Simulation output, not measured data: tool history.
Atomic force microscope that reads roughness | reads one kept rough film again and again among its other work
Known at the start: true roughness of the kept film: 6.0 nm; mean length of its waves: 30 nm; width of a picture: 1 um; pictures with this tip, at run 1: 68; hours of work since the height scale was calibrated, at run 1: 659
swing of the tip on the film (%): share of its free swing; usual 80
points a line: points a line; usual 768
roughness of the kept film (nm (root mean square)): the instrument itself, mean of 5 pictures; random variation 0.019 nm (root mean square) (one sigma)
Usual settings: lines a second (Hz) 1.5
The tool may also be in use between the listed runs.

| run | hour | lines a second (Hz) | swing of the tip on the film (%) | points a line | pictures with this tip | hours of work since the height scale was calibrated | roughness of the kept film (nm (root mean square)) |
|---|---|---|---|---|---|---|---|
| 1 | 0 | 1.5 | 80 | 768 | 68 | 659 | 4.583 |
| 2 | 14.5 | 1.5 | 80 | 768 | 88 | 670 | 4.594 |
|  | 30.9 | new tip fitted |
| 3 | 35.9 | 1.5 | 80 | 768 | 7 | 685 | 4.594 |
| 4 | 55.5 | 2.58 | 80 | 768 | 35 | 700 | 4.154 |
| 5 | 77.9 | 2.58 | 80 | 768 | 66 | 716 | 4.172 |
| 6 | 96.4 | 1.5 | 80 | 859 | 92 | 730 | 4.546 |
|  | 110.9 | new tip fitted |
| 7 | 128.4 | 1.5 | 80 | 859 | 25 | 753 | 4.558 |
| 8 | 143.2 | 1.5 | 80 | 768 | 46 | 764 | 4.559 |
| 9 | 160.7 | 1.5 | 80 | 768 | 70 | 777 | 4.555 |
| 10 | 177.5 | 1.5 | 80 | 768 | 94 | 789 | 4.539 |
|  | 190.3 | new tip fitted |
| 11 | 199.3 | 1.5 | 80 | 768 | 13 | 805 | 4.587 |
| 12 | 221.9 | 1.5 | 80 | 768 | 44 | 822 | 4.537 |
| 13 | 251.2 | 1.5 | 80 | 768 | 85 | 843 | 4.534 |
|  | 270.5 | new tip fitted |
| 14 | 275.5 | 1.5 | 80 | 768 | 7 | 861 | 4.596 |
| 15 | 300.5 | 3.54 | 57 | 780 | 42 | 879 | 4.817 |
| 16 | 316.1 | 0.83 | 89 | 680 | 63 | 891 | 4.664 |
| 17 | 331.5 | 0.54 | 79 | 343 | 85 | 902 | 4.935 |
|  | 350.3 | new tip fitted |
| 18 | 364.4 | 1.5 | 75 | 768 | 19 | 926 | 4.735 |
| 19 | 388.7 | 1.46 | 77 | 768 | 53 | 944 | 4.675 |
| 20 | 420.2 | 2.64 | 69 | 958 | 98 | 967 | 4.583 |
|  | 429.9 | new tip fitted |
| 21 | 444.7 | 0.68 | 65 | 270 | 21 | 985 | 5.055 |
| 22 | 469.6 | 0.68 | 65 | 270 | 56 | 1003 | 5.031 |
| 23 | 492.4 | 0.68 | 65 | 270 | 88 | 1020 | 5.041 |
|  | 510.8 | new tip fitted |
| 24 | 512.5 | 0.81 | 85 | 634 | 2 | 1034 | 4.79 |
| 25 | 543.2 | 1.5 | 73 | 768 | 45 | 1057 | 4.775 |
| 26 | 559 | 1.5 | 73 | 768 | 67 | 1068 | 4.752 |
| 27 | 580 | 1.5 | 63 | 442 | 97 | 1084 | 4.985 |

3 ways to go on from here, each from the tool as it stands after run 27. What would each give?
|  | 591.6 | new tip fitted |
| A | 595.3 | 0.63 | 60 | 268 | 5 | 1095 | ? |
|  | 591.6 | new tip fitted |
| B | 595.3 | 1.5 | 58 | 982 | 5 | 1095 | ? |
|  | 591.6 | new tip fitted |
| C | 595.3 | 1.5 | 84 | 267 | 5 | 1095 | ? |

| run | roughness of the kept film (nm (root mean square)) |
|---|---|
| A | 5.126 |
| B | 5.077 |
| C | 4.413 |
Without the tool's hidden state the same runs would have given:
| run | roughness of the kept film (nm (root mean square)) |
|---|---|
| A | 5.127 |
| B | 5.078 |
| C | 4.414 |
